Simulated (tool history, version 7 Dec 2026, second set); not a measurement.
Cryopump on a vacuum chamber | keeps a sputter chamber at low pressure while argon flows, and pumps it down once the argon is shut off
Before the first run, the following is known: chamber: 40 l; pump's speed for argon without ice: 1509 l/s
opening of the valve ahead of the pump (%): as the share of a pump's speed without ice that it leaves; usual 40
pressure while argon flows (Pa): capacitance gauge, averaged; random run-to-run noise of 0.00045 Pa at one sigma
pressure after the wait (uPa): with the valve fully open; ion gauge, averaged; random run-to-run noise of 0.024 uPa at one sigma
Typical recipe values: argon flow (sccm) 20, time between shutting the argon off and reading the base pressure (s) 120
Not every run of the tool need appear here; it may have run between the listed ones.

run	hour	argon flow (sccm)	time between shutting the argon off and reading the base pressure (s)	opening of the valve ahead of the pump (%)	pressure while argon flows (Pa)	pressure after the wait (uPa)
1	0.0	20	120	40	0.0566	1.34
2	95.8	20	120	22	0.1026	1.29
3	154.3	20	120	40	0.0566	1.29
4	238.4	10	120	40	0.0289	1.31
5	286.2	20	120	40	0.0579	1.25
6	380.1	20	120	40	0.0582	1.29
7	450.4	20	120	40	0.0585	1.32
8	562.7	20	120	40	0.0587	1.32
9	680.3	20	51	40	0.0589	2.37
10	776.4	20	51	40	0.0599	2.40
11	859.3	20	51	40	0.0598	2.44
12	953.3	20	51	40	0.0608	2.46
13	1001.3	20	51	40	0.0608	2.47
14	1051.8	20	120	40	0.0610	1.42
# hour 1109.6: pump warmed up, emptied and cooled again
15	1124.1	20	120	40	0.0565	1.38
16	1216.3	20	120	40	0.0562	1.38
17	1299.5	20	120	40	0.0570	1.35
18	1404.9	20	120	40	0.0574	1.41
19	1470.1	20	200	49	0.0474	1.16
20	1586.5	20	200	49	0.0484	1.15
21	1652.7	20	65	46	0.0497	2.03
22	1735.1	34	182	35	0.1130	1.22
23	1786.7	34	182	35	0.1142	1.22
24	1893.3	34	182	35	0.1153	1.20
25	1979.6	20	227	16	0.1445	1.21
26	2087.5	20	67	16	0.1442	2.17
27	2202.1	30	75	25	0.1424	2.03
# hour 2215.8: pump warmed up, emptied and cooled again
28	2319.6	10	172	59	0.0195	1.24
29	2400.5	10	172	59	0.0196	1.28
30	2456.3	23	120	15	0.1731	1.45
31	2560.4	9	76	27	0.0387	1.96
# hour 2626.8: leaking fittings of the chamber tightened, without venting
32	2638.3	12	110	41	0.0338	1.03
33	2746.5	12	110	41	0.0352	1.03
34	2858.9	13	290	47	0.0343	0.55

Some steps in pressure while argon flows (Pa) between neighbouring runs. How much of each would the tool show without its hidden state too (settings, what came in, random variation), and how much is left for the hidden state, with any gauge scatter that isn't in both results?
The hidden state here: pump's speed, % of a pump's without ice; cold plate's temperature, K; leak into the chamber, uPa l/s; drift of the gauge itself on working_pa, %; drift of the gauge itself on base_upa, %.
Run 14 -> 15: pump warmed up, emptied and cooled again. pressure while argon flows (Pa) -0.0045: hidden state -0.0047, all else +0.0002.
Run 26 -> 27: argon flow (sccm) 20 -> 30, time between shutting the argon off and reading the base pressure (s) 67 -> 75, opening of the valve ahead of the pump (%) 16 -> 25. pressure while argon flows (Pa) -0.0018: hidden state +0.0033, all else -0.0051.
Run 27 -> 28: argon flow (sccm) 30 -> 10, time between shutting the argon off and reading the base pressure (s) 75 -> 172, opening of the valve ahead of the pump (%) 25 -> 59, pump warmed up, emptied and cooled again. pressure while argon flows (Pa) -0.1229: hidden state -0.0077, all else -0.1152.
Run 29 -> 30: argon flow (sccm) 10 -> 23, time between shutting the argon off and reading the base pressure (s) 172 -> 120, opening of the valve ahead of the pump (%) 59 -> 15. pressure while argon flows (Pa) +0.1535: hidden state +0.0011, all else +0.1524.
Run 30 -> 31: argon flow (sccm) 23 -> 9, time between shutting the argon off and reading the base pressure (s) 120 -> 76, opening of the valve ahead of the pump (%) 15 -> 27. pressure while argon flows (Pa) -0.1344: hidden state -0.0009, all else -0.1335.
